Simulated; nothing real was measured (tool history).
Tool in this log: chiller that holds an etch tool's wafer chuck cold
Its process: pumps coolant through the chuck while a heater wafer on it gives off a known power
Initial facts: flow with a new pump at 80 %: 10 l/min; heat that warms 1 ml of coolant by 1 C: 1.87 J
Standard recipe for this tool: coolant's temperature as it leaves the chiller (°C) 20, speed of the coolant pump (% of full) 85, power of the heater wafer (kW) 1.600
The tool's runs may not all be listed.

| run | day | coolant's temperature as it leaves the chiller (°C) | speed of the coolant pump (% of full) | power of the heater wafer (kW) | chuck's temperature once it has settled (°C) | how much warmer the coolant comes back (C) |
|---|---|---|---|---|---|---|
| 1 | 0.000 | 20 | 85 | 1.600 | 29.7 | 4.86 |
| 2 | 2.212 | 20 | 85 | 1.600 | 29.8 | 4.84 |
| 3 | 4.642 | 20 | 85 | 1.600 | 29.8 | 4.85 |
| 4 | 7.842 | 20 | 85 | 1.600 | 29.8 | 4.85 |
| 5 | 11.321 | 20 | 85 | 1.600 | 29.7 | 4.82 |
|  | 13.742 | coolant changed, channels flushed |
| 6 | 13.900 | 20 | 85 | 1.600 | 29.6 | 4.76 |
| 7 | 16.450 | 20 | 85 | 1.600 | 29.7 | 4.73 |
| 8 | 19.762 | 20 | 85 | 1.600 | 29.9 | 4.77 |
| 9 | 22.158 | 20 | 85 | 0.996 | 26.2 | 2.89 |
| 10 | 24.633 | 20 | 85 | 0.996 | 26.1 | 2.86 |
| 11 | 27.646 | 22 | 85 | 1.600 | 31.8 | 4.76 |
| 12 | 30.433 | 20 | 85 | 1.600 | 29.9 | 4.68 |
| 13 | 34.200 | 20 | 85 | 1.600 | 29.8 | 4.70 |
| 14 | 38.600 | 20 | 85 | 2.085 | 32.5 | 6.15 |
| 15 | 41.146 | 20 | 85 | 2.085 | 32.7 | 6.08 |
| 16 | 43.588 | 27 | 85 | 1.600 | 36.7 | 4.60 |
| 17 | 46.708 | 20 | 85 | 1.889 | 31.8 | 5.44 |
| 18 | 49.283 | 17 | 85 | 1.600 | 26.9 | 4.52 |
| 19 | 53.358 | 28 | 89 | 1.676 | 37.7 | 4.51 |
|  | 55.429 | gauge calibrated |
| 20 | 57.229 | 14 | 84 | 1.676 | 24.5 | 5.16 |
| 21 | 59.250 | 14 | 84 | 1.676 | 24.3 | 5.12 |
|  | 62.058 | coolant pump overhauled |
| 22 | 62.346 | 10 | 66 | 0.995 | 17.1 | 3.83 |
| 23 | 66.175 | 19 | 79 | 0.901 | 24.6 | 2.84 |
| 24 | 70.375 | 21 | 85 | 1.326 | 29.0 | 3.92 |
| 25 | 72.738 | 13 | 62 | 2.064 | 28.6 | 8.40 |
| 26 | 76.933 | 13 | 62 | 2.064 | 28.6 | 8.43 |
|  | 78.404 | chiller's thermometer calibrated |
| 27 | 79.512 | 13 | 62 | 2.064 | 28.6 | 8.40 |
| 28 | 82.067 | 20 | 85 | 1.719 | 30.5 | 5.09 |
| 29 | 84.633 | 11 | 85 | 0.954 | 16.8 | 2.73 |
| 30 | 87.125 | 11 | 85 | 0.954 | 16.9 | 2.76 |
| 31 | 91.854 | 11 | 85 | 0.954 | 16.8 | 2.68 |
| 32 | 96.117 | 11 | 85 | 0.954 | 16.8 | 2.68 |
| 33 | 98.629 | 19 | 99 | 0.875 | 23.8 | 2.07 |

The same runs without the tool's hidden state, with the same run-to-run variation:
What the log doesn't record here: heat passed by the chuck's channels, % of clean ones'; flow at a given pump speed, % of a new pump's; coolant's true temperature over the reading, C; drift of the gauge itself on chuck_c, C; drift of the gauge itself on warmer_back_c, C.
| run | how much warmer the coolant comes back (C) |
|---|---|
| 1 | 4.86 |
| 2 | 4.85 |
| 3 | 4.87 |
| 4 | 4.88 |
| 5 | 4.88 |
| 6 | 4.82 |
| 7 | 4.82 |
| 8 | 4.88 |
| 9 | 3.01 |
| 10 | 3.00 |
| 11 | 4.90 |
| 12 | 4.84 |
| 13 | 4.88 |
| 14 | 6.35 |
| 15 | 6.30 |
| 16 | 4.84 |
| 17 | 5.70 |
| 18 | 4.79 |
| 19 | 4.80 |
| 20 | 5.16 |
| 21 | 5.13 |
| 22 | 3.87 |
| 23 | 2.90 |
| 24 | 4.00 |
| 25 | 8.50 |
| 26 | 8.55 |
| 27 | 8.53 |
| 28 | 5.24 |
| 29 | 2.89 |
| 30 | 2.94 |
| 31 | 2.89 |
| 32 | 2.91 |
| 33 | 2.32 |
chuck's temperature once it has settled (°C): at most 0.1 away from the measurement, every run.
